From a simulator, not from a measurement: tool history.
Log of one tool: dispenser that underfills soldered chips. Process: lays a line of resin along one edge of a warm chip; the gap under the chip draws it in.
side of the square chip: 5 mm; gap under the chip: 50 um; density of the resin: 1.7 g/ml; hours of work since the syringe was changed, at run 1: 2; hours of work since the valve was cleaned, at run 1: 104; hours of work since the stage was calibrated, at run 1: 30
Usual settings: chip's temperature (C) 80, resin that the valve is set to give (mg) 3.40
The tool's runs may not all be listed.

| run | hour | chip's temperature (C) | resin that the valve is set to give (mg) | hours of work since the syringe was changed | hours of work since the valve was cleaned | hours of work since the stage was calibrated | time until the resin shows at the far edge (s) | resin that the valve gave (mg) |
|---|---|---|---|---|---|---|---|---|
| 1 | 0.0 | 80 | 3.40 | 2 | 104 | 30 | 32.6 | 3.14 |
| 2 | 4.0 | 80 | 2.95 | 5 | 107 | 33 | 41.3 | 2.70 |
| 3 | 7.0 | 80 | 3.47 | 8 | 109 | 35 | 45.8 | 3.17 |
|  | 8.5 | new syringe of resin |
| 4 | 12.7 | 80 | 3.78 | 3 | 113 | 39 | 34.1 | 3.44 |
| 5 | 17.3 | 80 | 3.78 | 7 | 117 | 43 | 41.0 | 3.42 |
|  | 20.2 | new syringe of resin |
| 6 | 22.0 | 80 | 3.78 | 1 | 120 | 46 | 28.8 | 3.43 |
| 7 | 25.7 | 80 | 3.79 | 4 | 123 | 49 | 34.9 | 3.37 |
| 8 | 28.4 | 80 | 3.79 | 6 | 125 | 51 | 41.4 | 3.38 |
|  | 32.2 | new syringe of resin |
| 9 | 33.8 | 80 | 3.79 | 1 | 128 | 54 | 29.2 | 3.39 |
| 10 | 37.2 | 80 | 3.79 | 4 | 131 | 57 | 35.1 | 3.39 |
| 11 | 40.0 | 80 | 3.79 | 6 | 133 | 59 | 40.5 | 3.38 |
|  | 44.0 | new syringe of resin |
| 12 | 45.5 | 80 | 4.01 | 1 | 137 | 63 | 28.4 | 3.55 |
| 13 | 50.5 | 95 | 4.28 | 5 | 141 | 67 | 18.7 | 3.77 |
|  | 52.5 | dispensing valve cleaned and set on the balance |
| 14 | 55.6 | 94 | 3.17 | 8 | 2 | 70 | 23.6 | 3.16 |
|  | 57.0 | new syringe of resin |
| 15 | 61.4 | 88 | 3.01 | 3 | 6 | 74 | 22.8 | 3.02 |
| 16 | 65.5 | 77 | 3.02 | 6 | 9 | 77 | 48.4 | 2.99 |
|  | 68.8 | new syringe of resin |
| 17 | 70.7 | 77 | 3.69 | 1 | 13 | 80 | 33.6 | 3.64 |
| 18 | 73.4 | 81 | 3.00 | 3 | 15 | 82 | 33.2 | 2.94 |
| 19 | 76.4 | 81 | 3.00 | 6 | 17 | 85 | 37.8 | 2.96 |
| 20 | 79.4 | 93 | 4.33 | 8 | 19 | 87 | 24.1 | 4.28 |

Some steps in time until the resin shows at the far edge (s) between neighbouring runs. How much of each would the tool show without its hidden state too (settings, what came in, random variation), and how much is left for the hidden state, with any gauge scatter that isn't in both results?
The hidden state here: resin's viscosity, % of fresh resin's; dose that the valve gives, % of what is set; true chip temperature over the reading, C; drift of the gauge itself on fill_s, %; drift of the gauge itself on given_mg, %.
Run 15 -> 16: chip's temperature (C) 88 -> 77, resin that the valve is set to give (mg) 3.01 -> 3.02. time until the resin shows at the far edge (s) +25.6: hidden state +12.3, all else +13.3.
Run 16 -> 17: resin that the valve is set to give (mg) 3.02 -> 3.69, new syringe of resin. time until the resin shows at the far edge (s) -14.8: hidden state -13.9, all else -0.9.
